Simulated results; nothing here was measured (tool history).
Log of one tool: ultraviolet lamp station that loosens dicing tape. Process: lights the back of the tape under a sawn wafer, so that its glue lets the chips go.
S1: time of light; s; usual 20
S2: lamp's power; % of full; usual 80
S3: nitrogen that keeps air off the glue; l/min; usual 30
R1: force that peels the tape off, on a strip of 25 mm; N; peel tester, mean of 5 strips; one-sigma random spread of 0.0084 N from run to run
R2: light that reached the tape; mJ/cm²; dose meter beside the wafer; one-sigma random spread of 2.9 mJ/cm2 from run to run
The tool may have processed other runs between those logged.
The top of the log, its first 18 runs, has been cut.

run   hour  S1  S2  S3     R1   R2
 19  315.8  20  80  30  0.451  362
 20  333.9  20  80  30  0.442  365
     346.6  -- window cleaned of glue's vapour
 21  347.7  20  80  30  0.497  340
 22  365.7  29  80  30  0.264  497
 23  386.0  14  89  13  1.710  261
 24  405.9  14  89  13  1.733  262
 25  421.9  14  89  13  1.727  262
 26  435.0  12  77  30  1.569  194
     454.7  -- window cleaned of glue's vapour, once more
 27  454.7  12  68  13  2.721  194
 28  477.8  39  80  30  0.212  735
 29  502.1  20  67  40  0.475  320
 30  512.5  20  67  40  0.459  315
 31  534.5  20  67  50  0.417  315
 32  544.6  20  67  50  0.419  318
 33  563.4  20  80  47  0.317  377
 34  578.7  19  75  47  0.369  335
 35  601.6  20  78  14  0.919  359
 36  624.4  13  82   9  2.422  250
 37  643.0  22  69  26  0.515  350
 38  662.2  13  71  12  2.508  213
 39  680.2  11  80  30  1.498  203
 40  696.2  37  80  30  0.207  678
 41  706.9  20  68  10  1.577  313
 42  718.3  36  91  55  0.197  743

5 options for the next run, each taken on its own from the tool as it stands now. Forecast them:
  A  728.9  35  80  21   ?   ?
  B  728.9  20  80  10   ?   ?
  C  728.9  36  91  31   ?   ?
  D  728.9  23  60  30   ?   ?
  E  728.9  15  66  20   ?   ?

run     R1   R2
  A  0.242  637
  B  1.181  364
  C  0.199  742
  D  0.600  313
  E  1.631  227
Without the tool's unlogged condition, the same runs would have read:
run     R1   R2
  A  0.220  734
  B  0.885  419
  C  0.196  854
  D  0.441  361
  E  1.262  261

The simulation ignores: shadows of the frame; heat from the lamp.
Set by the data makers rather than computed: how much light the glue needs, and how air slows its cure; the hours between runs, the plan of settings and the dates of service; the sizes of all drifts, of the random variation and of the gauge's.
